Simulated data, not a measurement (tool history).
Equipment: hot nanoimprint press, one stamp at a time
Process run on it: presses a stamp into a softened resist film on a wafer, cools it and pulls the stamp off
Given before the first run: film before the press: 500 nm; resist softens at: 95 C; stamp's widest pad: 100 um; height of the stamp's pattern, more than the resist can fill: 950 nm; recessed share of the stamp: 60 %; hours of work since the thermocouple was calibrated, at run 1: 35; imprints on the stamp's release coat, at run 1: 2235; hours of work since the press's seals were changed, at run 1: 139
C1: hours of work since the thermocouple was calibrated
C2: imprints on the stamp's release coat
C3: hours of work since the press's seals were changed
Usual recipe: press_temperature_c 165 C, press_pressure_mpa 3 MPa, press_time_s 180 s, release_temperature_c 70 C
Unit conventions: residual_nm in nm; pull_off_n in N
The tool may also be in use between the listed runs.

run 1 day=0 | press_temperature_c=165 press_pressure_mpa=3 press_time_s=180 release_temperature_c=70 | C1=35 C2=2235 C3=139 | residual_nm=204.4 pull_off_n=162
run 2 day=1.517 | press_temperature_c=165 press_pressure_mpa=3 press_time_s=180 release_temperature_c=70 | C1=53 C2=2338 C3=156 | residual_nm=204.4 pull_off_n=163
run 3 day=2.833 | press_temperature_c=165 press_pressure_mpa=3 press_time_s=180 release_temperature_c=70 | C1=68 C2=2428 C3=171 | residual_nm=203.6 pull_off_n=159
-- day=3.317 stamp cleaned and given a new release coat
run 4 day=4.383 | press_temperature_c=160 press_pressure_mpa=3 press_time_s=180 release_temperature_c=70 | C1=83 C2=73 C3=186 | residual_nm=257.4 pull_off_n=117
run 5 day=6.892 | press_temperature_c=160 press_pressure_mpa=3 press_time_s=180 release_temperature_c=70 | C1=111 C2=243 C3=215 | residual_nm=261.3 pull_off_n=121
run 6 day=9.808 | press_temperature_c=165 press_pressure_mpa=3 press_time_s=180 release_temperature_c=78 | C1=145 C2=441 C3=248 | residual_nm=205.2 pull_off_n=107
run 7 day=11.504 | press_temperature_c=165 press_pressure_mpa=3 press_time_s=180 release_temperature_c=70 | C1=164 C2=556 C3=267 | residual_nm=205.4 pull_off_n=130
run 8 day=13.992 | press_temperature_c=165 press_pressure_mpa=3 press_time_s=180 release_temperature_c=70 | C1=193 C2=725 C3=296 | residual_nm=208.4 pull_off_n=132
run 9 day=16.196 | press_temperature_c=165 press_pressure_mpa=3 press_time_s=180 release_temperature_c=70 | C1=218 C2=875 C3=321 | residual_nm=207.1 pull_off_n=137
run 10 day=18.329 | press_temperature_c=165 press_pressure_mpa=3 press_time_s=180 release_temperature_c=70 | C1=242 C2=1020 C3=345 | residual_nm=210.2 pull_off_n=134
run 11 day=20.425 | press_temperature_c=165 press_pressure_mpa=3 press_time_s=180 release_temperature_c=70 | C1=266 C2=1163 C3=369 | residual_nm=209.9 pull_off_n=139
run 12 day=22.867 | press_temperature_c=165 press_pressure_mpa=3 press_time_s=180 release_temperature_c=70 | C1=294 C2=1328 C3=397 | residual_nm=210.2 pull_off_n=149
run 13 day=25.85 | press_temperature_c=165 press_pressure_mpa=3 press_time_s=180 release_temperature_c=70 | C1=328 C2=1531 C3=431 | residual_nm=212.7 pull_off_n=147
run 14 day=28.162 | press_temperature_c=165 press_pressure_mpa=3 press_time_s=142 release_temperature_c=70 | C1=355 C2=1688 C3=458 | residual_nm=230.6 pull_off_n=152
-- day=30.942 plate thermocouple calibrated
run 15 day=31.1 | press_temperature_c=165 press_pressure_mpa=3 press_time_s=142 release_temperature_c=70 | C1=2 C2=1879 C3=490 | residual_nm=221.5 pull_off_n=157
run 16 day=33.021 | press_temperature_c=165 press_pressure_mpa=3 press_time_s=142 release_temperature_c=70 | C1=24 C2=2010 C3=512 | residual_nm=222.2 pull_off_n=155
run 17 day=34.883 | press_temperature_c=177 press_pressure_mpa=3.76 press_time_s=91 release_temperature_c=72 | C1=45 C2=2136 C3=533 | residual_nm=131.1 pull_off_n=152
run 18 day=36.4 | press_temperature_c=177 press_pressure_mpa=3.76 press_time_s=91 release_temperature_c=72 | C1=62 C2=2239 C3=551 | residual_nm=133.1 pull_off_n=153
run 19 day=38.271 | press_temperature_c=157 press_pressure_mpa=3.53 press_time_s=112 release_temperature_c=61 | C1=84 C2=2366 C3=572 | residual_nm=318.4 pull_off_n=199
-- day=39.658 stamp cleaned and given a new release coat
run 20 day=39.992 | press_temperature_c=161 press_pressure_mpa=4.24 press_time_s=112 release_temperature_c=61 | C1=101 C2=22 C3=589 | residual_nm=240.6 pull_off_n=138
run 21 day=41.579 | press_temperature_c=161 press_pressure_mpa=4.24 press_time_s=112 release_temperature_c=61 | C1=119 C2=130 C3=607 | residual_nm=244.7 pull_off_n=133
run 22 day=44.508 | press_temperature_c=161 press_pressure_mpa=4.24 press_time_s=112 release_temperature_c=61 | C1=152 C2=329 C3=641 | residual_nm=247.2 pull_off_n=144
run 23 day=46.738 | press_temperature_c=161 press_pressure_mpa=4.24 press_time_s=112 release_temperature_c=61 | C1=178 C2=481 C3=666 | residual_nm=244.1 pull_off_n=149
run 24 day=48.121 | press_temperature_c=161 press_pressure_mpa=4.24 press_time_s=112 release_temperature_c=61 | C1=194 C2=574 C3=682 | residual_nm=245.9 pull_off_n=156
run 25 day=50.271 | press_temperature_c=161 press_pressure_mpa=4.24 press_time_s=112 release_temperature_c=61 | C1=218 C2=721 C3=707 | residual_nm=248.5 pull_off_n=156
run 26 day=52.112 | press_temperature_c=161 press_pressure_mpa=4.24 press_time_s=112 release_temperature_c=61 | C1=239 C2=846 C3=728 | residual_nm=248.3 pull_off_n=161
run 27 day=55.025 | press_temperature_c=176 press_pressure_mpa=4.08 press_time_s=187 release_temperature_c=73 | C1=273 C2=1044 C3=761 | residual_nm=106.6 pull_off_n=131
run 28 day=56.942 | press_temperature_c=158 press_pressure_mpa=2.18 press_time_s=180 release_temperature_c=60 | C1=295 C2=1174 C3=783 | residual_nm=345.7 pull_off_n=173
run 29 day=59.225 | press_temperature_c=158 press_pressure_mpa=2.18 press_time_s=180 release_temperature_c=60 | C1=321 C2=1329 C3=809 | residual_nm=340.9 pull_off_n=175

Pick out some run-to-run changes in residual_nm. Of each, how much would a tool without hidden state show as well, from the settings, what came in and chance, and how much is left for the hidden state and any gauge scatter not in both results compared?
Hidden state at play: true temperature over the reading, C; pressure that arrives at the usual setting, %; grip of the stamp's worn release coat, % over a new coat's; drift of the gauge itself on residual_nm, %; drift of the gauge itself on pull_off_n, %.
Run 18 -> 19: press_temperature_c 177 -> 157, press_pressure_mpa 3.76 -> 3.53, press_time_s 91 -> 112, release_temperature_c 72 -> 61. residual_nm +185.3 nm: hidden state +5.8, all else +179.5.
Run 26 -> 27: press_temperature_c 161 -> 176, press_pressure_mpa 4.24 -> 4.08, press_time_s 112 -> 187, release_temperature_c 61 -> 73. residual_nm -141.7 nm: hidden state -8.7, all else -133.
Run 27 -> 28: press_temperature_c 176 -> 158, press_pressure_mpa 4.08 -> 2.18, press_time_s 187 -> 180, release_temperature_c 73 -> 60. residual_nm +239.1 nm: hidden state +9.3, all else +229.8.

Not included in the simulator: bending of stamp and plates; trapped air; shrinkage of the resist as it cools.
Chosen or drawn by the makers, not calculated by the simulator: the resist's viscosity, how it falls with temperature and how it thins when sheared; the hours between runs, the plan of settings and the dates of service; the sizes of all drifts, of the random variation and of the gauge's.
